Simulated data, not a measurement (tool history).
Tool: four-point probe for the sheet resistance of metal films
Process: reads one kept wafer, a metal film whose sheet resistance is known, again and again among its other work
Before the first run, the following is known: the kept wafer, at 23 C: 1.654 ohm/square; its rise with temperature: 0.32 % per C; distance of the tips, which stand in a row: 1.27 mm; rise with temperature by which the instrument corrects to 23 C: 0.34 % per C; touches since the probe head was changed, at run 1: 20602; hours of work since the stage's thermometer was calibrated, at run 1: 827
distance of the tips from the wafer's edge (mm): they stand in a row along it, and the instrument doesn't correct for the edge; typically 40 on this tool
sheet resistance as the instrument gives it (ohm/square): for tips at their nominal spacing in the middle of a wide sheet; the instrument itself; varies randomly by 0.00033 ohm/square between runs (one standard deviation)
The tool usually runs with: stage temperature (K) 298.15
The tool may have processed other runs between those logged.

run   hour  stage temperature (K)  distance of the tips from the wafer's edge (mm)  touches since the probe head was changed  hours of work since the stage's thermometer was calibrated  sheet resistance as the instrument gives it (ohm/square)
  1      0                 298.15                                               40                                     20602                                                         827                                                  1.649679
  2   27.4                 298.15                                               40                                     20952                                                         842                                                  1.649806
  3   79.3                 298.15                                               40                                     21616                                                         872                                                  1.649623
  4  116.5                 298.15                                               40                                     22090                                                         893                                                  1.650089
  5  169.1                 305.15                                               40                                     22763                                                         923                                                  1.646698
  6  221.5                 305.15                                               40                                     23433                                                         952                                                  1.647137
  7  256.3                 291.15                                               40                                     23878                                                         972                                                  1.652999
  8  308.9                 298.15                                               40                                     24551                                                        1002                                                  1.649383
  9  361.5                 298.15                                               40                                     25223                                                        1032                                                  1.649767
 10    410                 302.15                                               40                                     25842                                                        1059                                                  1.647686
 11  448.6                 302.15                                               40                                     26336                                                        1081                                                  1.648657
 12  477.6                 304.15                                               40                                     26707                                                        1098                                                  1.646983
 13  502.5                 304.15                                               40                                     27025                                                        1112                                                  1.647343
 14  555.4                 295.15                                               18                                     27701                                                        1142                                                  1.654648
 15  584.3                 297.15                                               12                                     28070                                                        1158                                                  1.659045
 16  615.3                 297.15                                               64                                     28466                                                        1176                                                   1.64949
 17  645.6                 298.15                                               18                                     28854                                                        1193                                                  1.653328
 18  697.7                 306.15                                               49                                     29520                                                        1223                                                  1.646374
 19  752.9                 297.15                                               13                                     30225                                                        1254                                                  1.658163
 20  805.4                 297.15                                               13                                     30896                                                        1284                                                   1.65762
 21  854.6                 297.15                                               13                                     31525                                                        1312                                                  1.657822
 22  888.7                 297.15                                               13                                     31961                                                        1331                                                  1.658107
 23    925                 307.15                                               12                                     32425                                                        1352                                                  1.655016
 24    957                 307.15                                               12                                     32833                                                        1370                                                  1.655016

Run 25, settings as shown, results not yet in. Your forecast:
 25  1008.2                 294.15                                               40                                     33487                                                        1399                                                         ?

Run 25 gave sheet resistance as the instrument gives it (ohm/square) 1.651663.
With no hidden state in the tool, this same run would have given sheet resistance as the instrument gives it (ohm/square) 1.655793.
